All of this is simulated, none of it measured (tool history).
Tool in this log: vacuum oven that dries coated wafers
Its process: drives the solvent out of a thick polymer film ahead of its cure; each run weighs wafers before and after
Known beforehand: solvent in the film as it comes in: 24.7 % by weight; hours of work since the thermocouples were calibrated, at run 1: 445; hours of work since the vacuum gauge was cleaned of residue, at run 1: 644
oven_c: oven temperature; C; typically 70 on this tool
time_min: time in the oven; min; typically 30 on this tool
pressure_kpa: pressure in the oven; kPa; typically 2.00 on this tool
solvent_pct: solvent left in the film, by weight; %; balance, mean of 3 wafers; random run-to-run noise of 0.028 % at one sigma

| run | day | oven_c | time_min | pressure_kpa | hours of work since the thermocouples were calibrated | hours of work since the vacuum gauge was cleaned of residue | solvent_pct |
|---|---|---|---|---|---|---|---|
| 1 | 0.000 | 70 | 30 | 2.00 | 445 | 644 | 2.53 |
| 2 | 1.025 | 70 | 33 | 2.00 | 458 | 658 | 2.11 |
| 3 | 1.867 | 70 | 44 | 2.00 | 469 | 669 | 1.25 |
| 4 | 2.858 | 70 | 30 | 2.00 | 482 | 682 | 2.53 |
| 5 | 3.854 | 70 | 30 | 2.00 | 496 | 695 | 2.49 |
| 6 | 5.112 | 70 | 30 | 2.00 | 512 | 711 | 2.48 |
| 7 | 5.717 | 70 | 30 | 2.00 | 520 | 719 | 2.50 |
| 8 | 6.233 | 70 | 30 | 2.00 | 527 | 726 | 2.52 |
| 9 | 7.200 | 84 | 18 | 2.16 | 540 | 739 | 0.77 |
| 10 | 7.979 | 84 | 18 | 2.16 | 550 | 749 | 0.77 |
| 11 | 9.196 | 61 | 34 | 1.51 | 566 | 765 | 5.86 |
| 12 | 10.042 | 63 | 34 | 1.51 | 577 | 776 | 4.79 |
| 13 | 10.621 | 63 | 34 | 1.51 | 585 | 784 | 4.74 |
| 14 | 11.433 | 61 | 34 | 1.51 | 595 | 795 | 5.94 |
| 15 | 12.679 | 72 | 46 | 2.40 | 612 | 811 | 0.91 |

Forecast each of these 3 alternatives for the next run:
| A | 13.479 | 77 | 36 | 1.41 | 622 | 822 | ? |
| B | 13.479 | 72 | 39 | 2.40 | 622 | 822 | ? |
| C | 13.479 | 61 | 27 | 2.40 | 622 | 822 | ? |

| run | solvent_pct |
|---|---|
| A | 0.49 |
| B | 1.18 |
| C | 7.79 |
Had the tool no hidden state, the same runs would have come out as:
| run | solvent_pct |
|---|---|
| A | 0.48 |
| B | 1.18 |
| C | 7.78 |
